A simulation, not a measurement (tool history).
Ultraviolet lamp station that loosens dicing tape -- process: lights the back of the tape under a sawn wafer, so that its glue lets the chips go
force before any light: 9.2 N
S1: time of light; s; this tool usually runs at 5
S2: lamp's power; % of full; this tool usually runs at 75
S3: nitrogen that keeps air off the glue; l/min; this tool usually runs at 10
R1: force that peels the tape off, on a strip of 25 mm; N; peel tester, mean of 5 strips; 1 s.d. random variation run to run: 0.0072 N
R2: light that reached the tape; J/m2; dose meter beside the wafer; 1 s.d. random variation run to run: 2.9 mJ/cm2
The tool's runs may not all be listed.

| run | hour | S1 | S2 | S3 | R1 | R2 |
|---|---|---|---|---|---|---|
| 1 | 0.0 | 5 | 75 | 10 | 0.294 | 3940 |
| 2 | 16.3 | 5 | 75 | 10 | 0.297 | 4000 |
| 3 | 37.2 | 5 | 75 | 10 | 0.301 | 3990 |
| 4 | 58.0 | 5 | 75 | 10 | 0.294 | 4000 |
| 5 | 84.3 | 5 | 75 | 10 | 0.316 | 3980 |
| 6 | 109.2 | 5 | 75 | 10 | 0.302 | 3970 |
| 7 | 131.0 | 5 | 75 | 10 | 0.297 | 3950 |
| 8 | 147.7 | 5 | 75 | 10 | 0.313 | 3960 |
| 9 | 158.6 | 5 | 75 | 10 | 0.331 | 3860 |
| 10 | 176.4 | 5 | 75 | 10 | 0.321 | 3860 |
| 11 | 191.4 | 5 | 75 | 4 | 0.904 | 3890 |
| 12 | 207.2 | 5 | 75 | 4 | 0.905 | 3890 |
| 13 | 230.0 | 5 | 75 | 10 | 0.344 | 3880 |
| 14 | 244.3 | 5 | 75 | 10 | 0.312 | 3830 |
| 15 | 262.4 | 5 | 88 | 10 | 0.195 | 4460 |
| 16 | 280.4 | 5 | 88 | 10 | 0.215 | 4440 |
| 17 | 301.9 | 5 | 75 | 6 | 0.605 | 3840 |
| 18 | 321.8 | 5 | 75 | 5 | 0.741 | 3820 |
| 19 | 338.8 | 5 | 75 | 5 | 0.750 | 3820 |
| 20 | 358.3 | 5 | 75 | 5 | 0.760 | 3850 |
| 21 | 373.7 | 5 | 75 | 5 | 0.751 | 3770 |
| 22 | 391.3 | 5 | 75 | 5 | 0.767 | 3720 |
| 23 | 404.8 | 8 | 75 | 5 | 0.219 | 6030 |
| 24 | 428.5 | 2 | 75 | 10 | 2.417 | 1480 |
| 25 | 448.8 | 3 | 71 | 6 | 2.006 | 2100 |
| 26 | 463.7 | 3 | 71 | 6 | 1.992 | 2080 |
| 27 | 475.0 | 6 | 87 | 11 | 0.129 | 5210 |
| 28 | 493.2 | 6 | 60 | 8 | 0.547 | 3560 |
| 29 | 504.1 | 6 | 60 | 8 | 0.546 | 3560 |
| 30 | 529.8 | 5 | 100 | 4 | 0.519 | 4950 |
| 31 | 547.2 | 5 | 100 | 4 | 0.511 | 4840 |
| 32 | 564.5 | 6 | 93 | 5 | 0.285 | 5410 |
| 33 | 577.8 | 6 | 76 | 5 | 0.508 | 4440 |
| 34 | 589.4 | 6 | 76 | 5 | 0.514 | 4480 |
| 35 | 611.1 | 6 | 76 | 5 | 0.534 | 4360 |
| 36 | 633.4 | 2 | 97 | 18 | 1.128 | 1830 |
| 37 | 657.5 | 2 | 97 | 18 | 1.208 | 1870 |
| 38 | 678.9 | 2 | 97 | 18 | 1.161 | 1880 |
| 39 | 692.1 | 3 | 78 | 3 | 2.857 | 2190 |
| 40 | 708.2 | 5 | 92 | 10 | 0.224 | 4420 |
| 41 | 730.2 | 2 | 92 | 14 | 1.583 | 1770 |
| 42 | 747.0 | 8 | 62 | 14 | 0.128 | 4700 |
| 43 | 758.2 | 8 | 62 | 14 | 0.141 | 4680 |
| 44 | 774.3 | 8 | 62 | 14 | 0.118 | 4660 |

4 options for the next run, each taken on its own from the tool as it stands now. Forecast them:
| A | 786.3 | 5 | 72 | 14 | ? | ? |
| B | 786.3 | 6 | 97 | 14 | ? | ? |
| C | 786.3 | 3 | 80 | 14 | ? | ? |
| D | 786.3 | 8 | 83 | 14 | ? | ? |

| run | R1 | R2 |
|---|---|---|
| A | 0.319 | 3310 |
| B | 0.082 | 5440 |
| C | 0.927 | 2260 |
| D | 0.073 | 6170 |
Stripped of hidden state, with their random variation kept, the same runs would have yielded:
| run | R1 | R2 |
|---|---|---|
| A | 0.194 | 3920 |
| B | 0.061 | 6430 |
| C | 0.625 | 2660 |
| D | 0.063 | 7290 |
